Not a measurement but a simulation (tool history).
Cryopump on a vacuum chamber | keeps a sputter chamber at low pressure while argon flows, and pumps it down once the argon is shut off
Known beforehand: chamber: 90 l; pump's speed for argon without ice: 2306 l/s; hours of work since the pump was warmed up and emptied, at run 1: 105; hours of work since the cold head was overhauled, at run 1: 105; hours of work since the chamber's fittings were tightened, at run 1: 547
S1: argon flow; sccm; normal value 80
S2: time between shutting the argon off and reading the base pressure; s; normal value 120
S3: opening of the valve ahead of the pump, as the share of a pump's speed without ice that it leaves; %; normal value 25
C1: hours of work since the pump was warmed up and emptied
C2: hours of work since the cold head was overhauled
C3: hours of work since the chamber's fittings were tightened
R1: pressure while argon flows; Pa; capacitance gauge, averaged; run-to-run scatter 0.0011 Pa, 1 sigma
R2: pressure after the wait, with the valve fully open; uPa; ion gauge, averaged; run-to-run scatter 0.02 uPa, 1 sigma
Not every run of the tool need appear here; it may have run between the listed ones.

{"run": 1, "day": 0.0, "S1": 80, "S2": 120, "S3": 25, "C1": 105, "C2": 105, "C3": 547, "R1": 0.2377, "R2": 0.48}
{"run": 2, "day": 0.362, "S1": 80, "S2": 120, "S3": 25, "C1": 109, "C2": 109, "C3": 551, "R1": 0.2367, "R2": 0.49}
{"run": 3, "day": 0.925, "S1": 80, "S2": 120, "S3": 25, "C1": 115, "C2": 115, "C3": 558, "R1": 0.2371, "R2": 0.5}
{"run": 4, "day": 1.288, "S1": 80, "S2": 120, "S3": 25, "C1": 119, "C2": 119, "C3": 562, "R1": 0.2354, "R2": 0.45}
{"run": 5, "day": 1.696, "S1": 80, "S2": 120, "S3": 25, "C1": 124, "C2": 124, "C3": 567, "R1": 0.237, "R2": 0.51}
{"run": 6, "day": 2.196, "S1": 80, "S2": 106, "S3": 25, "C1": 130, "C2": 130, "C3": 572, "R1": 0.2388, "R2": 0.51}
{"run": 7, "day": 2.771, "S1": 80, "S2": 106, "S3": 25, "C1": 136, "C2": 136, "C3": 579, "R1": 0.2372, "R2": 0.54}
{"run": 8, "day": 3.504, "S1": 80, "S2": 120, "S3": 25, "C1": 145, "C2": 145, "C3": 587, "R1": 0.2385, "R2": 0.52}
{"run": 9, "day": 3.838, "S1": 80, "S2": 120, "S3": 25, "C1": 148, "C2": 148, "C3": 591, "R1": 0.2374, "R2": 0.48}
{"run": 10, "day": 4.35, "S1": 80, "S2": 120, "S3": 25, "C1": 154, "C2": 154, "C3": 597, "R1": 0.2394, "R2": 0.54}
{"run": 11, "day": 4.888, "S1": 80, "S2": 120, "S3": 25, "C1": 160, "C2": 160, "C3": 603, "R1": 0.2372, "R2": 0.5}
{"run": 12, "day": 5.521, "S1": 80, "S2": 120, "S3": 25, "C1": 167, "C2": 167, "C3": 610, "R1": 0.2384, "R2": 0.57}
{"run": 13, "day": 5.846, "S1": 60, "S2": 120, "S3": 25, "C1": 171, "C2": 171, "C3": 614, "R1": 0.1797, "R2": 0.53}
{"run": 14, "day": 6.404, "S1": 60, "S2": 120, "S3": 25, "C1": 177, "C2": 177, "C3": 620, "R1": 0.1791, "R2": 0.55}
{"run": 15, "day": 7.133, "S1": 60, "S2": 120, "S3": 25, "C1": 186, "C2": 186, "C3": 628, "R1": 0.1788, "R2": 0.54}
{"run": 16, "day": 7.629, "S1": 150, "S2": 120, "S3": 25, "C1": 191, "C2": 191, "C3": 634, "R1": 0.4447, "R2": 0.54}
{"run": 17, "day": 8.238, "S1": 150, "S2": 120, "S3": 25, "C1": 198, "C2": 198, "C3": 641, "R1": 0.4477, "R2": 0.53}
{"run": 18, "day": 8.562, "S1": 159, "S2": 67, "S3": 22, "C1": 202, "C2": 202, "C3": 644, "R1": 0.5337, "R2": 0.66}
{"run": 19, "day": 9.058, "S1": 38, "S2": 31, "S3": 33, "C1": 207, "C2": 207, "C3": 650, "R1": 0.0868, "R2": 0.83}
{"run": 20, "day": 9.633, "S1": 38, "S2": 31, "S3": 33, "C1": 214, "C2": 214, "C3": 656, "R1": 0.0861, "R2": 0.87}
{"run": 21, "day": 10.271, "S1": 135, "S2": 23, "S3": 25, "C1": 221, "C2": 221, "C3": 664, "R1": 0.4018, "R2": 1.03}
{"run": 22, "day": 10.817, "S1": 44, "S2": 24, "S3": 50, "C1": 227, "C2": 227, "C3": 670, "R1": 0.0666, "R2": 0.97}
{"run": 23, "day": 11.525, "S1": 44, "S2": 24, "S3": 50, "C1": 235, "C2": 235, "C3": 678, "R1": 0.0661, "R2": 1.0}
{"run": 24, "day": 12.258, "S1": 44, "S2": 24, "S3": 16, "C1": 244, "C2": 244, "C3": 686, "R1": 0.2033, "R2": 0.98}
{"run": 25, "day": 12.604, "S1": 80, "S2": 159, "S3": 25, "C1": 248, "C2": 248, "C3": 690, "R1": 0.2398, "R2": 0.52}
{"run": 26, "day": 12.975, "S1": 80, "S2": 159, "S3": 25, "C1": 252, "C2": 252, "C3": 694, "R1": 0.237, "R2": 0.51}
{"run": 27, "day": 13.525, "S1": 122, "S2": 59, "S3": 25, "C1": 258, "C2": 258, "C3": 700, "R1": 0.3668, "R2": 0.68}
{"run": 28, "day": 14.225, "S1": 122, "S2": 59, "S3": 25, "C1": 266, "C2": 266, "C3": 708, "R1": 0.3648, "R2": 0.69}
{"run": 29, "day": 14.746, "S1": 80, "S2": 199, "S3": 32, "C1": 272, "C2": 272, "C3": 714, "R1": 0.187, "R2": 0.53}
{"run": 30, "day": 15.204, "S1": 80, "S2": 199, "S3": 32, "C1": 277, "C2": 277, "C3": 719, "R1": 0.1873, "R2": 0.53}
{"run": 31, "day": 15.688, "S1": 80, "S2": 199, "S3": 32, "C1": 282, "C2": 282, "C3": 725, "R1": 0.1875, "R2": 0.52}
{"run": 32, "day": 16.225, "S1": 80, "S2": 120, "S3": 32, "C1": 288, "C2": 288, "C3": 731, "R1": 0.187, "R2": 0.57}
{"run": 33, "day": 16.617, "S1": 44, "S2": 120, "S3": 25, "C1": 293, "C2": 293, "C3": 735, "R1": 0.1318, "R2": 0.59}

Predict each of these 5 candidate next runs independently; none follows another, all start after run 33:
{"run": "A", "day": 17.142, "S1": 44, "S2": 270, "S3": 25, "C1": 299, "C2": 299, "C3": 741, "R1": "?", "R2": "?"}
{"run": "B", "day": 17.142, "S1": 146, "S2": 225, "S3": 28, "C1": 299, "C2": 299, "C3": 741, "R1": "?", "R2": "?"}
{"run": "C", "day": 17.142, "S1": 35, "S2": 186, "S3": 32, "C1": 299, "C2": 299, "C3": 741, "R1": "?", "R2": "?"}
{"run": "D", "day": 17.142, "S1": 75, "S2": 246, "S3": 16, "C1": 299, "C2": 299, "C3": 741, "R1": "?", "R2": "?"}
{"run": "E", "day": 17.142, "S1": 80, "S2": 154, "S3": 25, "C1": 299, "C2": 299, "C3": 741, "R1": "?", "R2": "?"}

run=A R1=0.1335 R2=0.53
run=B R1=0.3923 R2=0.51
run=C R1=0.0819 R2=0.54
run=D R1=0.3486 R2=0.55
run=E R1=0.2402 R2=0.55
With no hidden state in the tool, these same runs would have given:
run=A R1=0.1306 R2=0.19
run=B R1=0.3826 R2=0.18
run=C R1=0.0796 R2=0.21
run=D R1=0.3436 R2=0.20
run=E R1=0.2349 R2=0.22
